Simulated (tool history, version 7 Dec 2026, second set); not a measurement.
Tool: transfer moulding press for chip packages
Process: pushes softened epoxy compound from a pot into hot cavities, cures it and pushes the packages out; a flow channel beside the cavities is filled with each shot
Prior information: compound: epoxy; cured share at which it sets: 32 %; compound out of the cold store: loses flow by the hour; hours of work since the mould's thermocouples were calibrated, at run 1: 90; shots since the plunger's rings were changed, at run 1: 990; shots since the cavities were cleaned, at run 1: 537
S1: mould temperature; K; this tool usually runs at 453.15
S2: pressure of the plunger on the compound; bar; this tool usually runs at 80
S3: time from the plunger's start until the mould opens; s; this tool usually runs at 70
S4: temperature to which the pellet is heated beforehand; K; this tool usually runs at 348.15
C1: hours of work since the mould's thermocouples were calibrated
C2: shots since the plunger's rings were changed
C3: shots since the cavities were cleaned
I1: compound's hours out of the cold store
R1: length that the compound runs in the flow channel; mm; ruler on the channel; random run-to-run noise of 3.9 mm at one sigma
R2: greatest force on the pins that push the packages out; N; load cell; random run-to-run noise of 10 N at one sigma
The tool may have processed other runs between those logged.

run,day,S1,S2,S3,S4,C1,C2,C3,I1,R1,R2
1,0,453.15,80,70,348.15,90,990,537,14.5,880,795
# day 1.225: cavities cleaned with cleaning compound and waxed
2,1.725,453.15,80,70,348.15,114,1619,189,33.1,815,598
# day 3.767: cavities cleaned with cleaning compound and waxed
3,4.4,453.15,80,70,348.15,152,2611,241,36.9,793,613
4,5.512,453.15,80,70,348.15,168,3033,663,28.2,820,781
# day 6.371: cavities cleaned with cleaning compound and waxed
5,7.838,453.15,80,70,348.15,201,3891,555,47.3,758,710
# day 8.829: cavities cleaned with cleaning compound and waxed
6,9.462,453.15,80,70,348.15,223,4484,240,45.2,755,611
# day 11.208: plunger's sealing rings changed
# day 11.379: cavities cleaned with cleaning compound and waxed
7,11.629,453.15,80,70,348.15,252,137,96,41.4,792,542
# day 13.896: cavities cleaned with cleaning compound and waxed
8,13.908,453.15,80,79,344.15,285,978,5,9.2,894,378
9,15.546,453.15,80,79,344.15,308,1598,625,29.2,827,604
# day 16.45: cavities cleaned with cleaning compound and waxed
10,16.917,446.15,97.9,70,341.15,327,2095,178,45.5,876,974
# day 18.929: cavities cleaned with cleaning compound and waxed
11,18.929,446.15,97.9,65,341.15,356,2835,0,15.9,964,1002
# day 21.396: cavities cleaned with cleaning compound and waxed
12,21.396,455.15,97.9,65,345.15,390,3747,0,15.9,934,540
13,22.504,455.15,97.9,65,345.15,407,4167,420,35.1,871,765

Below, some changes in R1 between adjacent runs. For each, the amount present without the hidden state too (settings, incoming material, random variation) and the amount remaining for the hidden state with gauge scatter not shared by both compared results:
What the log doesn't record here: true mould temperature over the reading, C; pressure that reaches the compound, % of what is set; grip of the stained cavities, % over clean ones'; drift of the gauge itself on flow_mm, %; drift of the gauge itself on push_out_n, %.
Run 6 -> 7: plunger's sealing rings changed, cavities cleaned with cleaning compound and waxed. R1 +37 mm: hidden state +26, all else +11.
Run 7 -> 8: S3 70 -> 79, S4 348.15 -> 344.15, cavities cleaned with cleaning compound and waxed. R1 +102 mm: hidden state -7, all else +109.

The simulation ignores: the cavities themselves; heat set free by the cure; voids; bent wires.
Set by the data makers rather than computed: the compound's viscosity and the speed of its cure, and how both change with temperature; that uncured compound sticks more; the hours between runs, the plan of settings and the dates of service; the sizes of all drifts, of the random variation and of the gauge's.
